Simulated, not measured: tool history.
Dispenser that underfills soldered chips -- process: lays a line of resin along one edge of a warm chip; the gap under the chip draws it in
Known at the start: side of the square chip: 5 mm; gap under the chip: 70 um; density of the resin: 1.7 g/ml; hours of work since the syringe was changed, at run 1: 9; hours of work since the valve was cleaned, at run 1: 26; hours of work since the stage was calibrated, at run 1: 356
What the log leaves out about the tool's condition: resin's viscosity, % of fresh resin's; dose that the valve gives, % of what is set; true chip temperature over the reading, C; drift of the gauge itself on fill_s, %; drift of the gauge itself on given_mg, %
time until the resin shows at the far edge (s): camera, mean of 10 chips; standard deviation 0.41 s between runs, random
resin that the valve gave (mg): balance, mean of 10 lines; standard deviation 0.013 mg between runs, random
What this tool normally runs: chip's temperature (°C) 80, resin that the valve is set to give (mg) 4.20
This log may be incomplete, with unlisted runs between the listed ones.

run,day,chip's temperature (°C),resin that the valve is set to give (mg),hours of work since the syringe was changed,hours of work since the valve was cleaned,hours of work since the stage was calibrated,time until the resin shows at the far edge (s),resin that the valve gave (mg)
1,0.000,80,4.20,9,26,356,50.7,4.12
# day 0.088: new syringe of resin
# day 0.504: stage's temperature calibrated
2,0.558,80,4.20,7,34,1,47.4,4.09
# day 0.796: new syringe of resin
3,0.888,80,5.40,1,39,6,30.5,5.27
# day 1.471: new syringe of resin
4,1.471,80,4.20,0,48,15,27.4,4.08
# day 1.562: dispensing valve cleaned and set on the balance
5,2.008,80,4.20,8,7,22,50.5,4.20
# day 2.192: new syringe of resin
6,2.392,80,4.20,3,13,28,35.4,4.20
7,2.717,80,4.20,8,18,33,50.5,4.18
# day 2.871: new syringe of resin
8,3.250,80,4.20,6,26,41,43.6,4.14
# day 3.550: new syringe of resin
9,3.571,80,4.20,0,31,46,28.2,4.14
10,3.983,80,5.11,7,37,52,43.9,5.00
# day 4.242: new syringe of resin
11,4.525,80,5.11,4,45,61,37.9,4.98
# day 4.771: dispensing valve cleaned and set on the balance
# day 4.933: new syringe of resin
12,4.942,80,5.11,0,2,66,27.0,5.10
13,5.438,80,4.70,8,10,74,48.5,4.67
# day 5.596: new syringe of resin
14,5.858,80,4.70,4,16,80,36.3,4.65
# day 6.258: new syringe of resin
15,6.342,88,4.20,1,24,88,24.0,4.13
# day 6.933: new syringe of resin
16,7.000,90,3.71,1,34,98,21.9,3.62
17,7.496,93,5.22,9,42,105,33.1,5.12
# day 7.588: new syringe of resin
18,7.792,94,4.63,3,46,110,21.3,4.50
# day 8.004: dispensing valve cleaned and set on the balance
# day 8.325: new syringe of resin
19,8.358,94,4.63,1,5,118,17.5,4.64
20,8.721,74,4.25,6,11,123,52.8,4.24
# day 9.033: new syringe of resin
21,9.075,95,5.23,1,16,129,16.6,5.21
# day 9.712: new syringe of resin
22,9.725,71,3.68,0,26,138,39.5,3.63
23,10.167,84,5.23,7,33,145,38.6,5.15
# day 10.371: new syringe of resin
24,10.542,67,3.73,3,39,151,56.8,3.62
25,10.867,85,4.36,8,44,156,41.2,4.25
# day 11.029: new syringe of resin
# day 11.246: dispensing valve cleaned and set on the balance
26,11.529,85,4.36,7,4,166,38.7,4.35
# day 11.738: new syringe of resin
27,12.004,95,4.06,4,12,173,22.7,4.05
# day 12.425: new syringe of resin
28,12.446,80,4.20,0,18,179,27.5,4.16
29,12.792,91,4.69,6,24,185,27.5,4.62
# day 13.083: new syringe of resin
30,13.271,73,4.93,3,31,192,42.8,4.84

Consider 3 possible next runs. They are alternatives, not a sequence: every one starts from the tool as it was left by run 30. What does each give?
# day 13.750: new syringe of resin
A,13.812,67,3.98,1,39,200,?,?
# day 13.750: new syringe of resin
B,13.812,80,4.29,1,39,200,?,?
# day 13.750: new syringe of resin
C,13.812,91,4.11,1,39,200,?,?

run,time until the resin shows at the far edge (s),resin that the valve gave (mg)
A,48.2,3.86
B,30.0,4.20
C,20.7,4.02
Without the tool's unlogged condition, the same runs would have read:
run,time until the resin shows at the far edge (s),resin that the valve gave (mg)
A,45.9,3.94
B,28.6,4.28
C,19.7,4.11
